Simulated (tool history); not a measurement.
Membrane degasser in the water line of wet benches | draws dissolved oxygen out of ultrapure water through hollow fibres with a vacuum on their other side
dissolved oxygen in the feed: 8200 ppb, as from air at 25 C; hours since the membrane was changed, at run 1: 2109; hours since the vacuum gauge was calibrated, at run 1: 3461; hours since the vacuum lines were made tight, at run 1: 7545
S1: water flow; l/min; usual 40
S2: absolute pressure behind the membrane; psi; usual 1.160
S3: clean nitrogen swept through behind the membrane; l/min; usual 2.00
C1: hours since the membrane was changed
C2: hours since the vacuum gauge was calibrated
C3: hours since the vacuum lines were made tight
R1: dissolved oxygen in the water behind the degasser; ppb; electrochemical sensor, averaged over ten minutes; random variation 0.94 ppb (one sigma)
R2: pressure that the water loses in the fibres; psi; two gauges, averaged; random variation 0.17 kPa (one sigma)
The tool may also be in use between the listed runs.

run    hour  S1     S2    S3    C1    C2    C3     R1     R2
  1     0.0  40  1.160  2.00  2109  3461  7545  214.7  4.212
  2    55.4  40  1.160  2.00  2165  3516  7601  214.2  4.241
  3    89.2  40  1.160  2.00  2198  3550  7635  212.8  4.232
  4   132.0  40  1.160  2.00  2241  3593  7677  214.0  4.229
  5   172.6  40  1.160  2.00  2282  3633  7718  215.5  4.218
  6   231.5  40  1.160  2.00  2341  3692  7777  212.5  4.190
  7   264.0  40  1.160  2.00  2373  3725  7809  212.1  4.231
  8   327.9  40  1.160  2.00  2437  3788  7873  214.2  4.226
  9   386.1  40  1.160  2.00  2495  3847  7932  213.9  4.228
 10   455.6  40  1.160  2.00  2565  3916  8001  214.1  4.237
 11   508.0  40  1.738  2.00  2617  3969  8053  380.0  4.268
 12   565.5  63  1.160  2.00  2675  4026  8111  355.8  6.651
 13   603.5  40  1.160  2.00  2713  4064  8149  213.2  4.176
 14   666.2  40  1.160  2.00  2775  4127  8212  213.6  4.241
 15   731.3  40  1.160  2.00  2841  4192  8277  216.2  4.226
 16   798.2  40  1.160  2.00  2907  4259  8344  213.8  4.238
 17   865.1  40  1.160  2.00  2974  4326  8410  212.2  4.286
 18   899.8  39  2.563  1.16  3009  4360  8445  910.9  4.150
 19   930.8  25  2.809  1.33  3040  4391  8476  636.6  2.682
 20   982.8  47  1.571  5.74  3092  4443  8528  159.4  5.004
 21  1024.1  47  1.571  5.74  3133  4485  8570  158.1  4.998
 22  1066.1  40  0.812  2.00  3175  4527  8612  109.9  4.268
 23  1127.0  40  1.242  4.00  3236  4588  8672  129.5  4.286
 24  1177.9  40  1.242  4.00  3287  4639  8723  129.1  4.245
 25  1218.2  39  1.056  2.66  3327  4679  8764  138.0  4.177
     1261.6  -- vacuum gauge calibrated
 26  1292.4  39  1.201  2.66  3401    31  8837  171.6  4.273
 27  1341.3  39  1.201  2.66  3450    80  8886  172.1  4.193
 28  1395.3  39  1.298  1.72  3504   134  8940  282.4  4.203
 29  1427.8  32  1.160  1.24  3537   166  8973  259.9  3.429
 30  1481.4  50  1.716  1.24  3590   220  9026  667.4  5.363
 31  1538.6  56  1.716  1.24  3647   277  9083  736.1  6.081

Forecast run 32:
     1576.0  -- gauge calibrated
 32  1603.4  40  1.601  1.75  3712  342  9148   ?   ?

R1: 381.0 ppb
R2: 4.200 psi
Without the tool's hidden state the same run would have given R1 380.9 ppb, R2 4.194 psi.

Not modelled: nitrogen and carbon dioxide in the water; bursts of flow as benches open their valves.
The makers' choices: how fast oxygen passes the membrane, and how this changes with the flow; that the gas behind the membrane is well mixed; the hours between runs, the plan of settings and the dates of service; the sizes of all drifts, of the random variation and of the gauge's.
